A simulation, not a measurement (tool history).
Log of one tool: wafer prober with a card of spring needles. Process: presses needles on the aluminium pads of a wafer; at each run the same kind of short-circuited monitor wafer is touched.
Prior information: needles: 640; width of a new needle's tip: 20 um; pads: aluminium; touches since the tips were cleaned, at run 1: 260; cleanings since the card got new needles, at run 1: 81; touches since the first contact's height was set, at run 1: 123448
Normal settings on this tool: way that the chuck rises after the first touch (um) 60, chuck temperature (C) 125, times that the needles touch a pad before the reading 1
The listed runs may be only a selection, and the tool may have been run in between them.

run,hour,way that the chuck rises after the first touch (um),chuck temperature (C),times that the needles touch a pad before the reading,touches since the tips were cleaned,cleanings since the card got new needles,touches since the first contact's height was set,resistance of one needle with its contact and lead (mohm),way that a needle slides on the pad (um)
1,0.0,60,125,1,260,81,123448,255,8.22
# hour 5.6: tips cleaned on abrasive film
# hour 12.3: tips cleaned on abrasive film
2,15.7,43,125,1,1834,83,131893,321,5.56
# hour 18.5: tips cleaned on abrasive film
# hour 25.3: tips cleaned on abrasive film
3,29.3,59,125,1,2149,85,139211,293,7.98
# hour 32.1: tips cleaned on abrasive film
# hour 39.0: tips cleaned on abrasive film
# hour 44.5: tips cleaned on abrasive film
4,47.4,72,125,1,1584,88,148976,270,9.77
# hour 50.3: tips cleaned on abrasive film
# hour 57.0: tips cleaned on abrasive film
# hour 63.7: tips cleaned on abrasive film
# hour 64.0: height of the first contact set anew
# hour 71.0: tips cleaned on abrasive film
5,72.4,72,125,1,756,92,4489,254,10.51
# hour 76.6: tips cleaned on abrasive film
# hour 83.3: tips cleaned on abrasive film
6,87.4,72,125,1,2224,94,12576,271,10.59
# hour 90.2: tips cleaned on abrasive film
# hour 96.7: tips cleaned on abrasive film
# hour 103.2: tips cleaned on abrasive film
# hour 108.7: tips cleaned on abrasive film
7,111.7,72,125,1,1628,98,25662,265,10.54
# hour 114.5: tips cleaned on abrasive film
# hour 121.4: tips cleaned on abrasive film
# hour 128.2: tips cleaned on abrasive film
# hour 134.9: tips cleaned on abrasive film
8,138.4,60,125,1,1906,102,40011,283,8.72
# hour 141.2: tips cleaned on abrasive film
# hour 148.1: tips cleaned on abrasive film, once more
9,153.5,60,125,1,2947,104,48185,299,8.71
# hour 155.0: tips cleaned on abrasive film
# hour 161.9: tips cleaned on abrasive film
10,165.6,60,125,1,1998,106,54661,279,8.51
# hour 168.2: tips cleaned on abrasive film
# hour 174.7: tips cleaned on abrasive film
11,176.9,60,125,1,1208,108,60736,273,8.52
# hour 181.1: tips cleaned on abrasive film
# hour 187.9: tips cleaned on abrasive film
# hour 194.2: tips cleaned on abrasive film
12,194.2,60,125,1,0,111,70033,251,8.54
# hour 201.1: tips cleaned on abrasive film
# hour 206.6: tips cleaned on abrasive film
# hour 213.6: tips cleaned on abrasive film
13,215.1,60,125,1,837,114,81263,269,8.53
# hour 220.4: tips cleaned on abrasive film
# hour 227.1: tips cleaned on abrasive film
# hour 232.8: tips cleaned on abrasive film
14,232.8,44,125,1,0,117,90793,264,6.04
# hour 239.5: tips cleaned on abrasive film
# hour 246.4: tips cleaned on abrasive film
15,249.1,60,32,1,1477,119,99591,265,8.60
# hour 252.8: tips cleaned on abrasive film
# hour 259.7: tips cleaned on abrasive film
# hour 266.4: tips cleaned on abrasive film
16,270.9,60,47,1,2475,122,111327,277,8.38
# hour 272.4: tips cleaned on abrasive film
# hour 279.3: tips cleaned on abrasive film
# hour 285.8: tips cleaned on abrasive film
17,285.8,44,100,1,0,125,119270,253,5.96
# hour 292.7: tips cleaned on abrasive film
# hour 299.3: tips cleaned on abrasive film
# hour 306.2: tips cleaned on abrasive film
18,310.4,60,50,2,2274,128,132576,261,8.32
# hour 311.9: tips cleaned on abrasive film
# hour 318.6: tips cleaned on abrasive film
# hour 325.5: tips cleaned on abrasive film
19,328.4,60,26,1,1570,131,142223,265,8.24
# hour 331.2: tips cleaned on abrasive film
# hour 337.9: tips cleaned on abrasive film
# hour 344.5: tips cleaned on abrasive film
# hour 351.4: tips cleaned on abrasive film
20,355.6,60,26,1,2294,135,156859,285,8.14
# hour 357.0: tips cleaned on abrasive film
# hour 357.3: height of the first contact set anew
# hour 364.1: tips cleaned on abrasive film
# hour 371.1: tips cleaned on abrasive film
21,376.5,70,125,2,2984,138,10375,264,10.22
# hour 378.0: tips cleaned on abrasive film
# hour 384.9: tips cleaned on abrasive film
# hour 391.4: tips cleaned on abrasive film
# hour 398.1: tips cleaned on abrasive film
22,398.9,60,48,1,414,142,22378,241,8.64
# hour 404.4: tips cleaned on abrasive film
# hour 411.1: tips cleaned on abrasive film
23,412.9,61,100,1,963,144,29898,264,8.96
# hour 416.8: tips cleaned on abrasive film
# hour 423.5: tips cleaned on abrasive film
24,428.9,61,100,1,2963,146,38549,297,8.78
# hour 430.3: tips cleaned on abrasive film
# hour 437.0: tips cleaned on abrasive film
# hour 442.5: tips cleaned on abrasive film
25,447.2,61,100,1,2576,149,48410,290,8.59
# hour 448.5: tips cleaned on abrasive film
# hour 454.0: tips cleaned on abrasive film
26,458.8,61,100,2,2632,151,54638,275,8.68

Run 27 has not been measured yet. What should we expect?
# hour 460.3: tips cleaned on abrasive film
# hour 467.0: tips cleaned on abrasive film
# hour 474.0: tips cleaned on abrasive film
# hour 480.6: tips cleaned on abrasive film
27,480.6,42,125,1,0,155,66294,?,?

{"run 27": {"resistance of one needle with its contact and lead (mohm)": 266, "way that a needle slides on the pad (um)": 5.86}}
The same run, on a tool lacking any hidden state, would have yielded resistance of one needle with its contact and lead (mohm) 247, way that a needle slides on the pad (um) 6.16.
